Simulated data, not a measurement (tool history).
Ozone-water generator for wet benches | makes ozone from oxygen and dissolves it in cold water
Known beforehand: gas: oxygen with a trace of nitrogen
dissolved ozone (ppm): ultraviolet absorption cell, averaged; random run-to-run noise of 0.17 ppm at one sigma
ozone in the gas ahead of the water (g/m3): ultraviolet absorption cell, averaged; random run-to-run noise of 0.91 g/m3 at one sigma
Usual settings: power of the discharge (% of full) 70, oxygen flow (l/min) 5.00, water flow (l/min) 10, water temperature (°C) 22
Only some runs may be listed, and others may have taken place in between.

run	day	power of the discharge (% of full)	oxygen flow (l/min)	water flow (l/min)	water temperature (°C)	dissolved ozone (ppm)	ozone in the gas ahead of the water (g/m3)
1	0.000	70	5.00	10	22	22.9	154.5
2	1.754	70	5.00	10	14	26.6	154.2
3	3.646	70	5.00	10	14	26.8	151.1
4	4.967	70	5.00	10	14	27.1	151.1
5	6.883	70	5.00	10	22	22.9	151.0
6	8.217	70	5.00	10	22	23.0	150.4
7	9.800	70	5.00	10	22	22.9	151.7
8	10.679	70	5.00	10	26	20.9	150.4
9	12.071	70	5.00	10	22	23.3	150.4
10	13.150	70	5.00	10	22	23.1	150.6
11	14.425	63	5.00	10	22	21.5	143.9
12	15.767	57	5.00	10	22	20.5	135.7
13	17.217	57	5.00	10	22	20.9	134.8
14	18.642	70	5.00	11	22	21.7	150.2
15	20.167	70	5.00	11	22	21.7	149.4
16	21.642	70	5.00	11	22	21.5	150.3
17	23.467	61	6.72	10	24	19.0	118.5
18	25.329	61	6.72	10	18	21.9	118.1
19	26.571	70	5.00	10	28	20.5	149.8
20	28.250	70	5.00	10	19	24.6	149.4
21	29.671	70	6.32	11	22	20.8	131.4
22	31.021	65	2.50	8	22	28.1	213.7
23	32.754	70	5.00	13	19	20.5	150.8
24	33.817	70	5.00	13	19	20.5	151.5
25	35.033	88	5.00	10	25	24.6	168.6
26	36.054	74	5.66	10	19	24.5	143.7
27	37.100	52	5.66	10	27	17.0	119.3
28	38.479	55	8.61	7	26	18.4	96.2
29	39.933	70	6.63	10	15	25.2	126.8
30	41.342	70	5.73	15	16	19.1	137.0
31	42.146	70	5.73	15	16	19.5	137.8
32	43.546	70	5.00	10	28	20.4	146.8

The log once held 1 entry between its listed runs, left out of this copy. Where does each go, and what is different about the tool's unlogged condition between the listed run before it and the listed run after it?
Run 14 -> run 15: contactor cleaned (day 20.167)
  contactor's efficiency, % of a clean one's: 99.8 -> 100; drift of the gauge itself on gas_g_m3, %: -1.18 -> -1.26
  measured minus no-state result, ozone in the gas ahead of the water (g/m3): -1.8 -> -1.9
